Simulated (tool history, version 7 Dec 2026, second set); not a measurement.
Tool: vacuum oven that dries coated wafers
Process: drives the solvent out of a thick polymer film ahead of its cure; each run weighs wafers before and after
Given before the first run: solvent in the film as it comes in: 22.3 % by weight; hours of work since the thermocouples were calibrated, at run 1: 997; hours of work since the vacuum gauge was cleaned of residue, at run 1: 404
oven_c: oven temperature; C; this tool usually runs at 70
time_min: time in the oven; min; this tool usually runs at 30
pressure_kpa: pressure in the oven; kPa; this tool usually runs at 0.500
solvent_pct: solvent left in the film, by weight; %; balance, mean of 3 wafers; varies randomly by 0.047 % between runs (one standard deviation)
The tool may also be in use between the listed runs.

run     day  oven_c  time_min  pressure_kpa  hours of work since the thermocouples were calibrated  hours of work since the vacuum gauge was cleaned of residue  solvent_pct
  1   0.000      70        30         0.500                                                    997                                                          404         1.44
  2   0.467      70        30         0.500                                                   1002                                                          409         1.40
  3   1.067      55        30         0.500                                                   1009                                                          416         8.74
  4   1.892      55        30         0.500                                                   1018                                                          425         8.58
  5   2.550      55        30         0.500                                                   1025                                                          432         8.57
  6   3.233      55        30         0.500                                                   1033                                                          440         8.60
  7   3.925      56        30         0.500                                                   1041                                                          448         8.11
  8   4.746      56        30         0.500                                                   1050                                                          457         8.00
  9   5.246      70        30         0.500                                                   1055                                                          462         1.51
 10   5.871      70        30         0.500                                                   1062                                                          469         1.46
 11   6.312      70        30         0.500                                                   1067                                                          474         1.50
 12   6.904      70        30         0.500                                                   1074                                                          481         1.49
 13   7.362      70        36         0.500                                                   1079                                                          486         0.91
 14   8.221      70        36         0.500                                                   1088                                                          495         0.88
 15   8.658      70        16         0.500                                                   1093                                                          500         4.70
 16   9.500      64        16         0.897                                                   1103                                                          510         7.96
 17   9.896      59        16         0.396                                                   1107                                                          514        10.24
 18  10.408      59        16         0.396                                                   1113                                                          520        10.37
 19  11.012      59        52         0.396                                                   1119                                                          526         2.93
 20  11.754      59        53         0.396                                                   1128                                                          535         2.98
 21  12.279      59        53         0.396                                                   1133                                                          541         2.89
 22  12.942      70        50         0.822                                                   1141                                                          548         0.59
 23  13.446      70        50         1.202                                                   1146                                                          554         0.62
 24  13.862      65        21         0.383                                                   1151                                                          558         5.37
 25  14.479      65        21         0.383                                                   1158                                                          565         5.41
 26  15.271      65        21         0.383                                                   1167                                                          574         5.32
 27  15.796      78        42         0.500                                                   1173                                                          580         0.14
 28  16.312      78        15         0.937                                                   1178                                                          585         1.75

What if the next run were any one of these 4? Each begins from the tool's condition after run 28:
  A  17.146      70        36         0.500                                                   1188                                                          595            ?
  B  17.146      77        53         0.937                                                   1188                                                          595            ?
  C  17.146      78        41         0.937                                                   1188                                                          595            ?
  D  17.146      58        22         1.582                                                   1188                                                          595            ?

run  solvent_pct
  A         0.95
  B         0.33
  C         0.34
  D         9.49
With the hidden condition removed and each run's random variation left untouched, the same runs would have given:
run  solvent_pct
  A         0.93
  B         0.33
  C         0.33
  D         9.44
